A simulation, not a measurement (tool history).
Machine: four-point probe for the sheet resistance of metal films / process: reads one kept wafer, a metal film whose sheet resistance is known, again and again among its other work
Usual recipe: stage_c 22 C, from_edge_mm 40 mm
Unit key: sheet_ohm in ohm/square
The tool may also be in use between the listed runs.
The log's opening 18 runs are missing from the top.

run     day  stage_c  from_edge_mm  sheet_ohm
 19   8.929       22            34   0.107208
 20   9.246       21            40   0.107231
 21   9.533       21            40   0.107232
 22   9.908       21            40   0.107183
 23  10.208       28            15   0.107452
 24  10.583       28             7   0.108914
 25  11.017       28             7   0.108974
 26  11.667       32            75   0.107043
 27  12.004       19             7   0.109129
 28  12.338       19             7   0.109065
 29  12.929       22            10   0.108093

Run 30 has not been measured yet. What should we expect?
     13.004  -- stage's thermometer calibrated
 30  13.283       24             3          ?

{"run 30": {"sheet_ohm": 0.116548}}
Minus the tool's unlogged condition, the same run would have read sheet_ohm 0.116363 ohm/square.
